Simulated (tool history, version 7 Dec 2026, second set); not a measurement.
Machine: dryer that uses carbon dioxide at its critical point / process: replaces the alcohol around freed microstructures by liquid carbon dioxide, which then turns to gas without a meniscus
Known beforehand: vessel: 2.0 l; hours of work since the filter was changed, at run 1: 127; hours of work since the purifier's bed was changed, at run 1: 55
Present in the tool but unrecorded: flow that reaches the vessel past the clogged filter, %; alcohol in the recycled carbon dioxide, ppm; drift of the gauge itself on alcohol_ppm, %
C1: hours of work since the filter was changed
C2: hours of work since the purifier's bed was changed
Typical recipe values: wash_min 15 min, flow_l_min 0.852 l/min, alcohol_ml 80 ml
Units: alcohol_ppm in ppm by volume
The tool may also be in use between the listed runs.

Run 1, day 0.000: usual settings; C1 127; C2 55. Result: alcohol_ppm 108 ppm by volume.
Run 2, day 0.317: usual settings; C1 130; C2 58. Result: alcohol_ppm 104 ppm by volume.
Run 3, day 0.721: usual settings but wash_min 13 min; C1 133; C2 61. Result: alcohol_ppm 209 ppm by volume.
Run 4, day 1.133: usual settings but wash_min 13 min; C1 137; C2 65. Result: alcohol_ppm 212 ppm by volume.
Run 5, day 1.450: usual settings; C1 139; C2 67. Result: alcohol_ppm 110 ppm by volume.
Run 6, day 1.854: usual settings; C1 143; C2 71. Result: alcohol_ppm 114 ppm by volume.
Run 7, day 2.138: usual settings; C1 145; C2 73. Result: alcohol_ppm 104 ppm by volume.
Run 8, day 2.404: usual settings; C1 148; C2 76. Result: alcohol_ppm 119 ppm by volume.
Run 9, day 2.592: usual settings; C1 149; C2 77. Result: alcohol_ppm 110 ppm by volume.
Run 10, day 2.846: usual settings; C1 152; C2 80. Result: alcohol_ppm 119 ppm by volume.
Run 11, day 3.146: usual settings; C1 154; C2 82. Result: alcohol_ppm 116 ppm by volume.
Run 12, day 3.392: usual settings but flow_l_min 0.516 l/min; C1 156; C2 84. Result: alcohol_ppm 1009 ppm by volume.
Run 13, day 3.717: usual settings but wash_min 10 min; C1 159; C2 87. Result: alcohol_ppm 685 ppm by volume.
Run 14, day 4.083: usual settings but wash_min 23 min, flow_l_min 1.026 l/min, alcohol_ml 37 ml; C1 162; C2 90. Result: alcohol_ppm 43 ppm by volume.
Run 15, day 4.342: usual settings but wash_min 23 min, flow_l_min 1.026 l/min, alcohol_ml 37 ml; C1 165; C2 93. Result: alcohol_ppm 31 ppm by volume.
Run 16, day 4.625: usual settings but wash_min 23 min, flow_l_min 0.819 l/min, alcohol_ml 104 ml; C1 167; C2 95. Result: alcohol_ppm 32 ppm by volume.
Run 17, day 4.808: usual settings but wash_min 20 min, alcohol_ml 33 ml; C1 169; C2 97. Result: alcohol_ppm 41 ppm by volume.
Run 18, day 5.050: usual settings but wash_min 22 min, flow_l_min 1.117 l/min, alcohol_ml 59 ml; C1 171; C2 99. Result: alcohol_ppm 41 ppm by volume.
Run 19, day 5.446: usual settings but wash_min 16 min, flow_l_min 0.656 l/min, alcohol_ml 21 ml; C1 174; C2 102. Result: alcohol_ppm 113 ppm by volume.
Run 20, day 5.683: usual settings but wash_min 16 min, flow_l_min 0.656 l/min, alcohol_ml 21 ml; C1 176; C2 104. Result: alcohol_ppm 103 ppm by volume.
Run 21, day 6.088: usual settings but wash_min 12 min, alcohol_ml 51 ml; C1 180; C2 108. Result: alcohol_ppm 223 ppm by volume.
Run 22, day 6.438: usual settings but wash_min 12 min, alcohol_ml 51 ml; C1 183; C2 111. Result: alcohol_ppm 218 ppm by volume.
Run 23, day 6.650: usual settings but flow_l_min 0.880 l/min; C1 185; C2 113. Result: alcohol_ppm 109 ppm by volume.
Run 24, day 7.092: usual settings but flow_l_min 0.880 l/min; C1 189; C2 117. Result: alcohol_ppm 109 ppm by volume.
Run 25, day 7.504: usual settings but flow_l_min 0.880 l/min, alcohol_ml 82 ml; C1 192; C2 120. Result: alcohol_ppm 114 ppm by volume.
Run 26, day 7.721: usual settings but wash_min 14 min, flow_l_min 0.992 l/min, alcohol_ml 118 ml; C1 194; C2 122. Result: alcohol_ppm 124 ppm by volume.

Forecast each of these 4 alternatives for the next run:
Run A, day 8.025: usual settings but flow_l_min 0.514 l/min; C1 197; C2 125. Result: alcohol_ppm ?.
Run B, day 8.025: usual settings but wash_min 11 min, flow_l_min 0.833 l/min, alcohol_ml 118 ml; C1 197; C2 125. Result: alcohol_ppm ?.
Run C, day 8.025: usual settings but wash_min 23 min, alcohol_ml 40 ml; C1 197; C2 125. Result: alcohol_ppm ?.
Run D, day 8.025: usual settings but wash_min 10 min, alcohol_ml 91 ml; C1 197; C2 125. Result: alcohol_ppm ?.

run  alcohol_ppm
  A         1047
  B          769
  C           50
  D          776
With no hidden state in the tool, these same runs would have given:
run  alcohol_ppm
  A          906
  B          641
  C            9
  D          654

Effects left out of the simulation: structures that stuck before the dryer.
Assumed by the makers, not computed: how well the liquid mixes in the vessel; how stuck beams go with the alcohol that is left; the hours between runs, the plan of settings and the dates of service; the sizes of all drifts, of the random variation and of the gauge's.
